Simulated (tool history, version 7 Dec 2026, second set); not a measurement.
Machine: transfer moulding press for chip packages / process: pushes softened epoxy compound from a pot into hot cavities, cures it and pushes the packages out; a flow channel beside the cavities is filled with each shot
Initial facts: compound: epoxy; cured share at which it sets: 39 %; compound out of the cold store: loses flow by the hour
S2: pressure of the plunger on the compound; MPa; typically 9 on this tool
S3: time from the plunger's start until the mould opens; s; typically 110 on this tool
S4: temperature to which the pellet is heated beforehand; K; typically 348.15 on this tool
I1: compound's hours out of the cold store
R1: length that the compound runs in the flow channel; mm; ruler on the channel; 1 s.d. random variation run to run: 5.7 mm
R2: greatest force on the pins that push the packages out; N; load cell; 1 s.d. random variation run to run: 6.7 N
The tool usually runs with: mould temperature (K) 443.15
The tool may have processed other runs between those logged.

{"run": 1, "day": 0.0, "mould temperature (K)": 443.15, "S2": 9, "S3": 110, "S4": 348.15, "I1": 42.9, "R1": 783, "R2": 265}
{"day": 1.154, "done": "plunger's sealing rings changed"}
{"run": 2, "day": 1.479, "mould temperature (K)": 443.15, "S2": 9, "S3": 110, "S4": 348.15, "I1": 29.7, "R1": 850, "R2": 262}
{"day": 2.275, "done": "cavities cleaned with cleaning compound and waxed"}
{"run": 3, "day": 2.733, "mould temperature (K)": 443.15, "S2": 9, "S3": 110, "S4": 348.15, "I1": 36.4, "R1": 812, "R2": 271}
{"day": 2.904, "done": "mould's thermocouples calibrated"}
{"run": 4, "day": 3.438, "mould temperature (K)": 443.15, "S2": 9, "S3": 110, "S4": 348.15, "I1": 27.3, "R1": 860, "R2": 272}
{"run": 5, "day": 4.558, "mould temperature (K)": 443.15, "S2": 9, "S3": 110, "S4": 348.15, "I1": 32.7, "R1": 831, "R2": 281}
{"day": 5.258, "done": "cavities cleaned with cleaning compound and waxed"}
{"run": 6, "day": 6.158, "mould temperature (K)": 443.15, "S2": 9, "S3": 110, "S4": 348.15, "I1": 26.9, "R1": 855, "R2": 253}
{"run": 7, "day": 7.075, "mould temperature (K)": 443.15, "S2": 9, "S3": 110, "S4": 348.15, "I1": 11.2, "R1": 959, "R2": 272}
{"day": 8.188, "done": "cavities cleaned with cleaning compound and waxed"}
{"run": 8, "day": 8.25, "mould temperature (K)": 443.15, "S2": 9, "S3": 110, "S4": 348.15, "I1": 13.8, "R1": 933, "R2": 262}
{"run": 9, "day": 9.55, "mould temperature (K)": 443.15, "S2": 9, "S3": 110, "S4": 348.15, "I1": 43.4, "R1": 776, "R2": 268}
{"run": 10, "day": 10.983, "mould temperature (K)": 443.15, "S2": 9, "S3": 110, "S4": 348.15, "I1": 40, "R1": 795, "R2": 268}
{"day": 11.138, "done": "cavities cleaned with cleaning compound and waxed"}
{"run": 11, "day": 12.446, "mould temperature (K)": 443.15, "S2": 9, "S3": 110, "S4": 348.15, "I1": 18.5, "R1": 900, "R2": 269}
{"run": 12, "day": 13.083, "mould temperature (K)": 443.15, "S2": 9, "S3": 110, "S4": 348.15, "I1": 23.8, "R1": 877, "R2": 270}
{"day": 14.088, "done": "cavities cleaned with cleaning compound and waxed"}
{"run": 13, "day": 14.188, "mould temperature (K)": 446.15, "S2": 9, "S3": 110, "S4": 348.15, "I1": 47.5, "R1": 755, "R2": 249}
{"run": 14, "day": 15.233, "mould temperature (K)": 446.15, "S2": 9, "S3": 110, "S4": 348.15, "I1": 11, "R1": 938, "R2": 247}
{"run": 15, "day": 16.738, "mould temperature (K)": 435.15, "S2": 7.07, "S3": 128, "S4": 341.15, "I1": 31.5, "R1": 780, "R2": 307}
{"day": 17.017, "done": "cavities cleaned with cleaning compound and waxed"}
{"run": 16, "day": 18.162, "mould temperature (K)": 438.15, "S2": 7.85, "S3": 148, "S4": 340.15, "I1": 20.3, "R1": 855, "R2": 256}
{"run": 17, "day": 19.225, "mould temperature (K)": 438.15, "S2": 7.85, "S3": 104, "S4": 348.15, "I1": 32.3, "R1": 800, "R2": 338}
{"day": 19.938, "done": "cavities cleaned with cleaning compound and waxed"}
{"run": 18, "day": 19.979, "mould temperature (K)": 438.15, "S2": 7.85, "S3": 104, "S4": 348.15, "I1": 17.9, "R1": 872, "R2": 363}
{"run": 19, "day": 21.379, "mould temperature (K)": 443.15, "S2": 7.56, "S3": 110, "S4": 339.15, "I1": 12.5, "R1": 867, "R2": 267}

Forecast run 20:
{"run": 20, "day": 22.417, "mould temperature (K)": 443.15, "S2": 7.56, "S3": 110, "S4": 339.15, "I1": 19, "R1": "?", "R2": "?"}

{"run 20": {"R1": 833, "R2": 270}}
Take away the tool's hidden state, keep the run-to-run variation as it was, and the same run would have given R1 834 mm, R2 268 N.
